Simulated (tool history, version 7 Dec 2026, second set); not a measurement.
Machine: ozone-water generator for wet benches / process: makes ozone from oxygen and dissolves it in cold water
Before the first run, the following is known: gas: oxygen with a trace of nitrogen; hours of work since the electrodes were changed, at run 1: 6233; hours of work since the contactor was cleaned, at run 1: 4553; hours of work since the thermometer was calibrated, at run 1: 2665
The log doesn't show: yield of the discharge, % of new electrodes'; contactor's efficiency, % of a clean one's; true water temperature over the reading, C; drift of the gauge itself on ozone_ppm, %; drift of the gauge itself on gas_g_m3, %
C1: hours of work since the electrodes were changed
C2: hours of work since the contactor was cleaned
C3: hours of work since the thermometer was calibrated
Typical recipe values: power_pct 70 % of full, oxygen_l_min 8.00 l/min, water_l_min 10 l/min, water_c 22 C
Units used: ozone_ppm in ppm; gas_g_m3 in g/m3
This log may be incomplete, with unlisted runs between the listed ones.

{"run": 1, "day": 0.0, "power_pct": 70, "oxygen_l_min": 8.0, "water_l_min": 10, "water_c": 22, "C1": 6233, "C2": 4553, "C3": 2665, "ozone_ppm": 33.5, "gas_g_m3": 203.9}
{"day": 0.912, "done": "contactor cleaned"}
{"day": 5.158, "done": "water thermometer calibrated"}
{"run": 2, "day": 5.692, "power_pct": 70, "oxygen_l_min": 8.0, "water_l_min": 10, "water_c": 22, "C1": 6350, "C2": 101, "C3": 11, "ozone_ppm": 33.0, "gas_g_m3": 203.0}
{"run": 3, "day": 11.892, "power_pct": 70, "oxygen_l_min": 8.0, "water_l_min": 10, "water_c": 22, "C1": 6482, "C2": 233, "C3": 143, "ozone_ppm": 32.8, "gas_g_m3": 204.6}
{"run": 4, "day": 16.788, "power_pct": 70, "oxygen_l_min": 8.0, "water_l_min": 10, "water_c": 20, "C1": 6586, "C2": 337, "C3": 247, "ozone_ppm": 34.6, "gas_g_m3": 205.1}
{"run": 5, "day": 22.612, "power_pct": 70, "oxygen_l_min": 8.0, "water_l_min": 10, "water_c": 20, "C1": 6709, "C2": 460, "C3": 371, "ozone_ppm": 34.7, "gas_g_m3": 205.5}
{"run": 6, "day": 31.446, "power_pct": 70, "oxygen_l_min": 8.0, "water_l_min": 10, "water_c": 22, "C1": 6897, "C2": 648, "C3": 558, "ozone_ppm": 32.7, "gas_g_m3": 205.5}
{"run": 7, "day": 35.662, "power_pct": 70, "oxygen_l_min": 8.0, "water_l_min": 10, "water_c": 22, "C1": 6987, "C2": 738, "C3": 648, "ozone_ppm": 32.7, "gas_g_m3": 204.3}
{"run": 8, "day": 43.512, "power_pct": 70, "oxygen_l_min": 8.0, "water_l_min": 10, "water_c": 22, "C1": 7153, "C2": 904, "C3": 815, "ozone_ppm": 33.2, "gas_g_m3": 204.5}
{"run": 9, "day": 49.792, "power_pct": 70, "oxygen_l_min": 8.0, "water_l_min": 10, "water_c": 22, "C1": 7287, "C2": 1038, "C3": 948, "ozone_ppm": 32.7, "gas_g_m3": 206.1}
{"run": 10, "day": 55.929, "power_pct": 70, "oxygen_l_min": 8.0, "water_l_min": 10, "water_c": 22, "C1": 7417, "C2": 1168, "C3": 1078, "ozone_ppm": 32.4, "gas_g_m3": 204.3}
{"run": 11, "day": 64.162, "power_pct": 70, "oxygen_l_min": 8.0, "water_l_min": 10, "water_c": 22, "C1": 7592, "C2": 1343, "C3": 1253, "ozone_ppm": 33.0, "gas_g_m3": 203.6}
{"run": 12, "day": 72.021, "power_pct": 70, "oxygen_l_min": 8.0, "water_l_min": 10, "water_c": 22, "C1": 7759, "C2": 1510, "C3": 1420, "ozone_ppm": 32.9, "gas_g_m3": 203.9}
{"day": 72.867, "done": "electrodes of the discharge changed"}
{"run": 13, "day": 78.679, "power_pct": 70, "oxygen_l_min": 8.0, "water_l_min": 10, "water_c": 22, "C1": 123, "C2": 1646, "C3": 1556, "ozone_ppm": 32.9, "gas_g_m3": 205.2}
{"run": 14, "day": 86.3, "power_pct": 70, "oxygen_l_min": 8.0, "water_l_min": 10, "water_c": 28, "C1": 285, "C2": 1808, "C3": 1718, "ozone_ppm": 28.5, "gas_g_m3": 204.3}
{"run": 15, "day": 91.062, "power_pct": 70, "oxygen_l_min": 8.0, "water_l_min": 10, "water_c": 28, "C1": 386, "C2": 1909, "C3": 1819, "ozone_ppm": 28.7, "gas_g_m3": 205.2}
{"run": 16, "day": 96.633, "power_pct": 70, "oxygen_l_min": 8.0, "water_l_min": 6, "water_c": 22, "C1": 505, "C2": 2027, "C3": 1937, "ozone_ppm": 40.5, "gas_g_m3": 202.3}
{"run": 17, "day": 101.392, "power_pct": 70, "oxygen_l_min": 8.0, "water_l_min": 7, "water_c": 22, "C1": 606, "C2": 2128, "C3": 2038, "ozone_ppm": 38.3, "gas_g_m3": 205.7}
{"run": 18, "day": 105.479, "power_pct": 70, "oxygen_l_min": 8.0, "water_l_min": 7, "water_c": 22, "C1": 693, "C2": 2215, "C3": 2125, "ozone_ppm": 38.3, "gas_g_m3": 204.3}
{"run": 19, "day": 113.938, "power_pct": 70, "oxygen_l_min": 8.0, "water_l_min": 7, "water_c": 22, "C1": 872, "C2": 2395, "C3": 2305, "ozone_ppm": 38.6, "gas_g_m3": 206.1}
{"run": 20, "day": 117.829, "power_pct": 70, "oxygen_l_min": 8.0, "water_l_min": 7, "water_c": 22, "C1": 955, "C2": 2477, "C3": 2388, "ozone_ppm": 38.2, "gas_g_m3": 206.1}
{"run": 21, "day": 124.154, "power_pct": 70, "oxygen_l_min": 8.0, "water_l_min": 6, "water_c": 14, "C1": 1089, "C2": 2612, "C3": 2522, "ozone_ppm": 50.6, "gas_g_m3": 206.7}
{"run": 22, "day": 132.129, "power_pct": 70, "oxygen_l_min": 8.0, "water_l_min": 8, "water_c": 16, "C1": 1259, "C2": 2781, "C3": 2691, "ozone_ppm": 42.2, "gas_g_m3": 205.9}
{"day": 136.388, "done": "water thermometer calibrated"}
{"run": 23, "day": 140.658, "power_pct": 70, "oxygen_l_min": 7.65, "water_l_min": 13, "water_c": 16, "C1": 1439, "C2": 2962, "C3": 91, "ozone_ppm": 32.9, "gas_g_m3": 210.4}
{"run": 24, "day": 146.458, "power_pct": 70, "oxygen_l_min": 7.65, "water_l_min": 13, "water_c": 16, "C1": 1562, "C2": 3085, "C3": 214, "ozone_ppm": 33.1, "gas_g_m3": 208.9}
{"run": 25, "day": 150.546, "power_pct": 68, "oxygen_l_min": 4.85, "water_l_min": 15, "water_c": 22, "C1": 1649, "C2": 3172, "C3": 301, "ozone_ppm": 26.9, "gas_g_m3": 255.7}
{"run": 26, "day": 157.738, "power_pct": 59, "oxygen_l_min": 4.75, "water_l_min": 10, "water_c": 22, "C1": 1802, "C2": 3324, "C3": 453, "ozone_ppm": 31.9, "gas_g_m3": 235.4}
{"run": 27, "day": 163.204, "power_pct": 59, "oxygen_l_min": 4.75, "water_l_min": 10, "water_c": 22, "C1": 1918, "C2": 3440, "C3": 569, "ozone_ppm": 32.0, "gas_g_m3": 235.3}
{"run": 28, "day": 171.95, "power_pct": 59, "oxygen_l_min": 4.75, "water_l_min": 10, "water_c": 26, "C1": 2104, "C2": 3626, "C3": 755, "ozone_ppm": 29.8, "gas_g_m3": 237.0}
{"run": 29, "day": 177.838, "power_pct": 44, "oxygen_l_min": 8.0, "water_l_min": 10, "water_c": 22, "C1": 2229, "C2": 3751, "C3": 880, "ozone_ppm": 24.6, "gas_g_m3": 152.4}
{"run": 30, "day": 183.888, "power_pct": 49, "oxygen_l_min": 6.58, "water_l_min": 11, "water_c": 22, "C1": 2357, "C2": 3880, "C3": 1009, "ozone_ppm": 26.3, "gas_g_m3": 180.8}
{"run": 31, "day": 189.462, "power_pct": 41, "oxygen_l_min": 6.58, "water_l_min": 11, "water_c": 27, "C1": 2476, "C2": 3998, "C3": 1127, "ozone_ppm": 21.1, "gas_g_m3": 163.8}
{"run": 32, "day": 194.292, "power_pct": 41, "oxygen_l_min": 6.58, "water_l_min": 11, "water_c": 27, "C1": 2578, "C2": 4101, "C3": 1230, "ozone_ppm": 20.9, "gas_g_m3": 161.7}
{"run": 33, "day": 200.7, "power_pct": 41, "oxygen_l_min": 6.58, "water_l_min": 12, "water_c": 15, "C1": 2714, "C2": 4237, "C3": 1366, "ozone_ppm": 25.9, "gas_g_m3": 162.9}

Here are 4 independent what-if runs from the current tool condition. What would each one return?
{"run": "A", "day": 205.258, "power_pct": 70, "oxygen_l_min": 7.51, "water_l_min": 15, "water_c": 22, "C1": 2811, "C2": 4334, "C3": 1463, "ozone_ppm": "?", "gas_g_m3": "?"}
{"run": "B", "day": 205.258, "power_pct": 56, "oxygen_l_min": 11.51, "water_l_min": 10, "water_c": 22, "C1": 2811, "C2": 4334, "C3": 1463, "ozone_ppm": "?", "gas_g_m3": "?"}
{"run": "C", "day": 205.258, "power_pct": 70, "oxygen_l_min": 7.85, "water_l_min": 10, "water_c": 22, "C1": 2811, "C2": 4334, "C3": 1463, "ozone_ppm": "?", "gas_g_m3": "?"}
{"run": "D", "day": 205.258, "power_pct": 41, "oxygen_l_min": 7.58, "water_l_min": 12, "water_c": 29, "C1": 2811, "C2": 4334, "C3": 1463, "ozone_ppm": "?", "gas_g_m3": "?"}

run=A ozone_ppm=27.2 gas_g_m3=211.8
run=B ozone_ppm=26.4 gas_g_m3=152.2
run=C ozone_ppm=32.8 gas_g_m3=206.6
run=D ozone_ppm=18.8 gas_g_m3=153.7
Without the tool's unlogged condition, the same runs would have read:
run=A ozone_ppm=27.2 gas_g_m3=212.0
run=B ozone_ppm=26.4 gas_g_m3=152.3
run=C ozone_ppm=32.8 gas_g_m3=206.8
run=D ozone_ppm=18.9 gas_g_m3=153.8
